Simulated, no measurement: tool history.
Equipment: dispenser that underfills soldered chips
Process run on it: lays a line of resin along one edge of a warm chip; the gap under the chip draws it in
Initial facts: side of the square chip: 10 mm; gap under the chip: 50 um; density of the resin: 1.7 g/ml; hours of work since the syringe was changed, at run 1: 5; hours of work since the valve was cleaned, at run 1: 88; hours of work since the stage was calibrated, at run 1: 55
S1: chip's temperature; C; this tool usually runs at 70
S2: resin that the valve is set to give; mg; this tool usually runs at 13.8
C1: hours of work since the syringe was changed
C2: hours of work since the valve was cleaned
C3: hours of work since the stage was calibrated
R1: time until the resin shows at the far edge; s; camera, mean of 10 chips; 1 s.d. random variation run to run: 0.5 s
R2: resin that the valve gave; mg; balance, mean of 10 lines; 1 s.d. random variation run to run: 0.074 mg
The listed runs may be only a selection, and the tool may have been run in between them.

| run | hour | S1 | S2 | C1 | C2 | C3 | R1 | R2 |
|---|---|---|---|---|---|---|---|---|
| 1 | 0.0 | 70 | 13.8 | 5 | 88 | 55 | 63.6 | 12.73 |
|  | 2.6 | new syringe of resin |
|  | 6.8 | dispensing valve cleaned and set on the balance |
| 2 | 11.7 | 70 | 12.7 | 6 | 4 | 63 | 65.5 | 12.62 |
|  | 13.6 | new syringe of resin |
| 3 | 20.0 | 70 | 12.7 | 5 | 9 | 68 | 58.0 | 12.58 |
|  | 23.5 | new syringe of resin |
| 4 | 28.8 | 70 | 12.7 | 4 | 15 | 75 | 57.2 | 12.57 |
|  | 33.8 | new syringe of resin |
| 5 | 39.8 | 70 | 12.7 | 4 | 23 | 82 | 59.5 | 12.38 |
|  | 43.5 | new syringe of resin |
| 6 | 44.6 | 70 | 12.7 | 1 | 26 | 86 | 44.2 | 12.44 |
|  | 53.1 | new syringe of resin |
| 7 | 53.1 | 70 | 12.3 | 0 | 32 | 92 | 41.5 | 12.01 |
| 8 | 58.8 | 70 | 12.3 | 4 | 36 | 96 | 59.0 | 11.85 |
|  | 63.1 | new syringe of resin |
| 9 | 68.5 | 70 | 12.3 | 4 | 43 | 102 | 55.5 | 11.72 |
|  | 72.8 | new syringe of resin |
| 10 | 73.4 | 70 | 12.3 | 0 | 47 | 106 | 42.4 | 11.83 |
| 11 | 80.9 | 70 | 12.3 | 6 | 52 | 111 | 65.3 | 11.70 |
|  | 82.8 | new syringe of resin |
| 12 | 89.5 | 70 | 12.3 | 5 | 58 | 117 | 61.6 | 11.61 |
|  | 92.7 | new syringe of resin |
| 13 | 100.5 | 70 | 12.3 | 6 | 66 | 125 | 66.3 | 11.58 |
|  | 102.3 | new syringe of resin |
| 14 | 109.2 | 70 | 12.3 | 5 | 72 | 131 | 61.7 | 11.54 |
|  | 111.9 | new syringe of resin |
| 15 | 118.3 | 70 | 12.3 | 5 | 78 | 137 | 58.3 | 11.58 |
|  | 121.5 | new syringe of resin |
| 16 | 127.9 | 77 | 13.8 | 5 | 85 | 144 | 47.6 | 12.73 |
|  | 131.3 | new syringe of resin |
| 17 | 134.9 | 77 | 13.8 | 3 | 90 | 149 | 40.4 | 12.60 |
|  | 138.8 | dispensing valve cleaned and set on the balance |
|  | 141.8 | new syringe of resin |
| 18 | 143.7 | 68 | 15.2 | 1 | 3 | 154 | 48.0 | 15.03 |
|  | 151.3 | new syringe of resin |
| 19 | 153.0 | 68 | 15.2 | 1 | 10 | 161 | 45.9 | 15.08 |
| 20 | 159.4 | 66 | 17.2 | 6 | 14 | 165 | 71.3 | 16.90 |
|  | 161.3 | new syringe of resin |
| 21 | 164.4 | 66 | 17.2 | 2 | 18 | 169 | 50.3 | 16.90 |
| 22 | 170.0 | 66 | 17.2 | 6 | 22 | 173 | 74.6 | 16.76 |
|  | 171.3 | new syringe of resin |
| 23 | 178.7 | 66 | 17.2 | 5 | 28 | 179 | 69.6 | 16.85 |
|  | 181.2 | new syringe of resin |
| 24 | 183.6 | 66 | 17.2 | 2 | 31 | 182 | 50.3 | 16.69 |
|  | 191.3 | new syringe of resin |
| 25 | 192.6 | 66 | 17.2 | 1 | 38 | 189 | 47.7 | 16.54 |
|  | 200.8 | new syringe of resin |
| 26 | 202.9 | 65 | 16.6 | 1 | 45 | 196 | 51.0 | 15.95 |
|  | 210.4 | new syringe of resin |
| 27 | 211.4 | 84 | 17.4 | 1 | 51 | 202 | 28.3 | 16.73 |
| 28 | 217.0 | 61 | 15.7 | 5 | 55 | 206 | 78.9 | 14.86 |
|  | 219.9 | new syringe of resin |
| 29 | 226.1 | 61 | 15.7 | 4 | 61 | 212 | 74.3 | 14.95 |
|  | 229.7 | new syringe of resin |
| 30 | 235.8 | 83 | 15.8 | 4 | 68 | 219 | 38.8 | 14.88 |
|  | 239.2 | new syringe of resin |
| 31 | 245.5 | 83 | 15.8 | 5 | 75 | 226 | 38.5 | 14.57 |

Hidden condition of the tool, last listed run before each entry between runs versus first listed run after:
From run 1 to run 2: new syringe of resin (hour 2.6); dispensing valve cleaned and set on the balance (hour 6.8)
  resin's viscosity, % of fresh resin's: 157.8 -> 165; dose that the valve gives, % of what is set: 92.05 -> 99.78; true chip temperature over the reading, C: 0.15 -> 0.19
  the result without the hidden state subtracted from the measured one, R1: +23.7 -> +25.5 s; R2: -1.10 -> -0.02 mg
From run 2 to run 3: new syringe of resin (hour 13.6)
  resin's viscosity, % of fresh resin's: 165 -> 147; dose that the valve gives, % of what is set: 99.78 -> 99.29; true chip temperature over the reading, C: 0.19 -> 0.21
  the result without the hidden state subtracted from the measured one, R1: +25.5 -> +18.4 s; R2: -0.02 -> -0.09 mg
From run 3 to run 4: new syringe of resin (hour 23.5)
  resin's viscosity, % of fresh resin's: 147 -> 139.5; dose that the valve gives, % of what is set: 99.29 -> 98.71; true chip temperature over the reading, C: 0.21 -> 0.24
  the result without the hidden state subtracted from the measured one, R1: +18.4 -> +15.8 s; R2: -0.09 -> -0.17 mg
From run 4 to run 5: new syringe of resin (hour 33.8)
  resin's viscosity, % of fresh resin's: 139.5 -> 144.7; dose that the valve gives, % of what is set: 98.71 -> 98; true chip temperature over the reading, C: 0.24 -> 0.28
  the result without the hidden state subtracted from the measured one, R1: +15.8 -> +18.0 s; R2: -0.17 -> -0.25 mg
From run 5 to run 6: new syringe of resin (hour 43.5)
  resin's viscosity, % of fresh resin's: 144.7 -> 108.6; dose that the valve gives, % of what is set: 98 -> 97.7; true chip temperature over the reading, C: 0.28 -> 0.29
  the result without the hidden state subtracted from the measured one, R1: +18.0 -> +3.3 s; R2: -0.25 -> -0.29 mg
From run 6 to run 7: new syringe of resin (hour 53.1)
  resin's viscosity, % of fresh resin's: 108.6 -> 101.5; dose that the valve gives, % of what is set: 97.7 -> 97.19; true chip temperature over the reading, C: 0.29 -> 0.32
  the result without the hidden state subtracted from the measured one, R1: +3.3 -> +0.4 s; R2: -0.29 -> -0.35 mg
From run 8 to run 9: new syringe of resin (hour 63.1)
  resin's viscosity, % of fresh resin's: 144 -> 138.4; dose that the valve gives, % of what is set: 96.77 -> 96.15; true chip temperature over the reading, C: 0.34 -> 0.38
  the result without the hidden state subtracted from the measured one, R1: +17.9 -> +15.2 s; R2: -0.39 -> -0.47 mg
From run 9 to run 10: new syringe of resin (hour 72.8)
  resin's viscosity, % of fresh resin's: 138.4 -> 101.9; dose that the valve gives, % of what is set: 96.15 -> 95.81; true chip temperature over the reading, C: 0.38 -> 0.39
  the result without the hidden state subtracted from the measured one, R1: +15.2 -> +0.7 s; R2: -0.47 -> -0.52 mg
From run 11 to run 12: new syringe of resin (hour 82.8)
  resin's viscosity, % of fresh resin's: 161.8 -> 151; dose that the valve gives, % of what is set: 95.32 -> 94.78; true chip temperature over the reading, C: 0.42 -> 0.45
  the result without the hidden state subtracted from the measured one, R1: +24.9 -> +20.7 s; R2: -0.57 -> -0.65 mg
From run 12 to run 13: new syringe of resin (hour 92.7)
  resin's viscosity, % of fresh resin's: 151 -> 162.7; dose that the valve gives, % of what is set: 94.78 -> 94.06; true chip temperature over the reading, C: 0.45 -> 0.48
  the result without the hidden state subtracted from the measured one, R1: +20.7 -> +25.7 s; R2: -0.65 -> -0.73 mg
From run 13 to run 14: new syringe of resin (hour 102.3)
  resin's viscosity, % of fresh resin's: 162.7 -> 152.6; dose that the valve gives, % of what is set: 94.06 -> 93.45; true chip temperature over the reading, C: 0.48 -> 0.51
  the result without the hidden state subtracted from the measured one, R1: +25.7 -> +21.3 s; R2: -0.73 -> -0.81 mg
From run 14 to run 15: new syringe of resin (hour 111.9)
  resin's viscosity, % of fresh resin's: 152.6 -> 144.2; dose that the valve gives, % of what is set: 93.45 -> 92.9; true chip temperature over the reading, C: 0.51 -> 0.54
  the result without the hidden state subtracted from the measured one, R1: +21.3 -> +17.8 s; R2: -0.81 -> -0.88 mg
From run 15 to run 16: new syringe of resin (hour 121.5)
  resin's viscosity, % of fresh resin's: 144.2 -> 148; dose that the valve gives, % of what is set: 92.9 -> 92.38; true chip temperature over the reading, C: 0.54 -> 0.58
  the result without the hidden state subtracted from the measured one, R1: +17.8 -> +15.3 s; R2: -0.88 -> -1.05 mg
From run 16 to run 17: new syringe of resin (hour 131.3)
  resin's viscosity, % of fresh resin's: 148 -> 127.1; dose that the valve gives, % of what is set: 92.38 -> 91.9; true chip temperature over the reading, C: 0.58 -> 0.6
  the result without the hidden state subtracted from the measured one, R1: +15.3 -> +8.3 s; R2: -1.05 -> -1.11 mg
From run 17 to run 18: dispensing valve cleaned and set on the balance (hour 138.8); new syringe of resin (hour 141.8)
  resin's viscosity, % of fresh resin's: 127.1 -> 113.5; dose that the valve gives, % of what is set: 91.9 -> 99.78; true chip temperature over the reading, C: 0.6 -> 0.63
  the result without the hidden state subtracted from the measured one, R1: +8.3 -> +4.8 s; R2: -1.11 -> -0.04 mg
From run 18 to run 19: new syringe of resin (hour 151.3)
  resin's viscosity, % of fresh resin's: 113.5 -> 110.5; dose that the valve gives, % of what is set: 99.78 -> 99.17; true chip temperature over the reading, C: 0.63 -> 0.66
  the result without the hidden state subtracted from the measured one, R1: +4.8 -> +3.5 s; R2: -0.04 -> -0.13 mg
From run 20 to run 21: new syringe of resin (hour 161.3)
  resin's viscosity, % of fresh resin's: 163.4 -> 119; dose that the valve gives, % of what is set: 98.77 -> 98.46; true chip temperature over the reading, C: 0.68 -> 0.7
  the result without the hidden state subtracted from the measured one, R1: +26.7 -> +7.2 s; R2: -0.21 -> -0.27 mg
From run 22 to run 23: new syringe of resin (hour 171.3)
  resin's viscosity, % of fresh resin's: 167.8 -> 159.8; dose that the valve gives, % of what is set: 98.06 -> 97.56; true chip temperature over the reading, C: 0.71 -> 0.74
  the result without the hidden state subtracted from the measured one, R1: +29.2 -> +24.9 s; R2: -0.33 -> -0.42 mg
From run 23 to run 24: new syringe of resin (hour 181.2)
  resin's viscosity, % of fresh resin's: 159.8 -> 115.9; dose that the valve gives, % of what is set: 97.56 -> 97.26; true chip temperature over the reading, C: 0.74 -> 0.75
  the result without the hidden state subtracted from the measured one, R1: +24.9 -> +5.9 s; R2: -0.42 -> -0.48 mg
From run 24 to run 25: new syringe of resin (hour 191.3)
  resin's viscosity, % of fresh resin's: 115.9 -> 107.4; dose that the valve gives, % of what is set: 97.26 -> 96.67; true chip temperature over the reading, C: 0.75 -> 0.78
  the result without the hidden state subtracted from the measured one, R1: +5.9 -> +2.2 s; R2: -0.48 -> -0.57 mg
From run 25 to run 26: new syringe of resin (hour 200.8)
  resin's viscosity, % of fresh resin's: 107.4 -> 113.4; dose that the valve gives, % of what is set: 96.67 -> 95.96; true chip temperature over the reading, C: 0.78 -> 0.81
  the result without the hidden state subtracted from the measured one, R1: +2.2 -> +4.9 s; R2: -0.57 -> -0.68 mg
From run 26 to run 27: new syringe of resin (hour 210.4)
  resin's viscosity, % of fresh resin's: 113.4 -> 108.8; dose that the valve gives, % of what is set: 95.96 -> 95.41; true chip temperature over the reading, C: 0.81 -> 0.84
  the result without the hidden state subtracted from the measured one, R1: +4.9 -> +1.7 s; R2: -0.68 -> -0.81 mg
From run 28 to run 29: new syringe of resin (hour 219.9)
  resin's viscosity, % of fresh resin's: 153.2 -> 145.9; dose that the valve gives, % of what is set: 95.01 -> 94.41; true chip temperature over the reading, C: 0.86 -> 0.89
  the result without the hidden state subtracted from the measured one, R1: +26.3 -> +22.4 s; R2: -0.78 -> -0.88 mg
From run 29 to run 30: new syringe of resin (hour 229.7)
  resin's viscosity, % of fresh resin's: 145.9 -> 147.8; dose that the valve gives, % of what is set: 94.41 -> 93.78; true chip temperature over the reading, C: 0.89 -> 0.92
  the result without the hidden state subtracted from the measured one, R1: +22.4 -> +12.1 s; R2: -0.88 -> -0.99 mg
From run 30 to run 31: new syringe of resin (hour 239.2)
  resin's viscosity, % of fresh resin's: 147.8 -> 145.9; dose that the valve gives, % of what is set: 93.78 -> 93.07; true chip temperature over the reading, C: 0.92 -> 0.96
  the result without the hidden state subtracted from the measured one, R1: +12.1 -> +11.6 s; R2: -0.99 -> -1.09 mg
